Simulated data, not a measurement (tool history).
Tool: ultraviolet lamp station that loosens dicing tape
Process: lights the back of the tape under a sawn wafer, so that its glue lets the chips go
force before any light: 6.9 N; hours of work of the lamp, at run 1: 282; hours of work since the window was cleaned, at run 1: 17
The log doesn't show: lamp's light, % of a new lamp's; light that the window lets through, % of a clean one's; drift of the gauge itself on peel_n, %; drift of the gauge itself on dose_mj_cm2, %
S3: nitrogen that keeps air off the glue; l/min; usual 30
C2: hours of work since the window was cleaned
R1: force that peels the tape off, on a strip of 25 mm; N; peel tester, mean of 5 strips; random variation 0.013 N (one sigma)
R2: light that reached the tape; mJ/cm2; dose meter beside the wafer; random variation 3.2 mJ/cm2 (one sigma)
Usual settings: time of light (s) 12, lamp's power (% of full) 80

run 1 hour=0.0 | time_of_light_(s)=12 lamp's_power_(%_of_full)=80 S3=30 | hours_of_work_of_the_lamp=282 C2=17 | R1=0.672 R2=467
run 2 hour=12.9 | time_of_light_(s)=12 lamp's_power_(%_of_full)=80 S3=30 | hours_of_work_of_the_lamp=288 C2=23 | R1=0.670 R2=468
run 3 hour=37.5 | time_of_light_(s)=12 lamp's_power_(%_of_full)=64 S3=30 | hours_of_work_of_the_lamp=300 C2=35 | R1=1.030 R2=370
run 4 hour=63.1 | time_of_light_(s)=12 lamp's_power_(%_of_full)=94 S3=30 | hours_of_work_of_the_lamp=311 C2=47 | R1=0.525 R2=545
run 5 hour=75.5 | time_of_light_(s)=12 lamp's_power_(%_of_full)=94 S3=30 | hours_of_work_of_the_lamp=317 C2=52 | R1=0.527 R2=545
-- hour=77.4 window cleaned of glue's vapour
run 6 hour=88.3 | time_of_light_(s)=12 lamp's_power_(%_of_full)=94 S3=30 | hours_of_work_of_the_lamp=323 C2=5 | R1=0.519 R2=547
run 7 hour=101.2 | time_of_light_(s)=12 lamp's_power_(%_of_full)=85 S3=30 | hours_of_work_of_the_lamp=329 C2=11 | R1=0.620 R2=494
run 8 hour=112.2 | time_of_light_(s)=12 lamp's_power_(%_of_full)=85 S3=30 | hours_of_work_of_the_lamp=334 C2=16 | R1=0.596 R2=495
run 9 hour=123.4 | time_of_light_(s)=14 lamp's_power_(%_of_full)=79 S3=30 | hours_of_work_of_the_lamp=339 C2=21 | R1=0.537 R2=538
run 10 hour=149.7 | time_of_light_(s)=14 lamp's_power_(%_of_full)=79 S3=30 | hours_of_work_of_the_lamp=351 C2=33 | R1=0.527 R2=537
-- hour=158.8 window cleaned of glue's vapour, once more
run 11 hour=162.1 | time_of_light_(s)=14 lamp's_power_(%_of_full)=79 S3=30 | hours_of_work_of_the_lamp=357 C2=2 | R1=0.524 R2=536
run 12 hour=187.0 | time_of_light_(s)=12 lamp's_power_(%_of_full)=99 S3=29 | hours_of_work_of_the_lamp=368 C2=13 | R1=0.475 R2=580
run 13 hour=208.4 | time_of_light_(s)=12 lamp's_power_(%_of_full)=80 S3=36 | hours_of_work_of_the_lamp=378 C2=23 | R1=0.633 R2=464
run 14 hour=223.3 | time_of_light_(s)=19 lamp's_power_(%_of_full)=80 S3=30 | hours_of_work_of_the_lamp=385 C2=30 | R1=0.319 R2=731
run 15 hour=245.9 | time_of_light_(s)=22 lamp's_power_(%_of_full)=81 S3=60 | hours_of_work_of_the_lamp=395 C2=40 | R1=0.256 R2=846

Forecast each of these 5 alternatives for the next run:
run A hour=267.2 | time_of_light_(s)=8 lamp's_power_(%_of_full)=81 S3=60 | hours_of_work_of_the_lamp=405 C2=50 | R1=? R2=?
run B hour=267.2 | time_of_light_(s)=6 lamp's_power_(%_of_full)=80 S3=32 | hours_of_work_of_the_lamp=405 C2=50 | R1=? R2=?
run C hour=267.2 | time_of_light_(s)=12 lamp's_power_(%_of_full)=80 S3=35 | hours_of_work_of_the_lamp=405 C2=50 | R1=? R2=?
run D hour=267.2 | time_of_light_(s)=22 lamp's_power_(%_of_full)=97 S3=23 | hours_of_work_of_the_lamp=405 C2=50 | R1=? R2=?
run E hour=267.2 | time_of_light_(s)=9 lamp's_power_(%_of_full)=69 S3=30 | hours_of_work_of_the_lamp=405 C2=50 | R1=? R2=?

run=A R1=1.012 R2=310
run=B R1=1.958 R2=228
run=C R1=0.651 R2=460
run=D R1=0.279 R2=1018
run=E R1=1.457 R2=295
Without the tool's hidden state the same runs would have given:
run=A R1=0.867 R2=340
run=B R1=1.747 R2=250
run=C R1=0.554 R2=505
run=D R1=0.266 R2=1116
run=E R1=1.271 R2=324
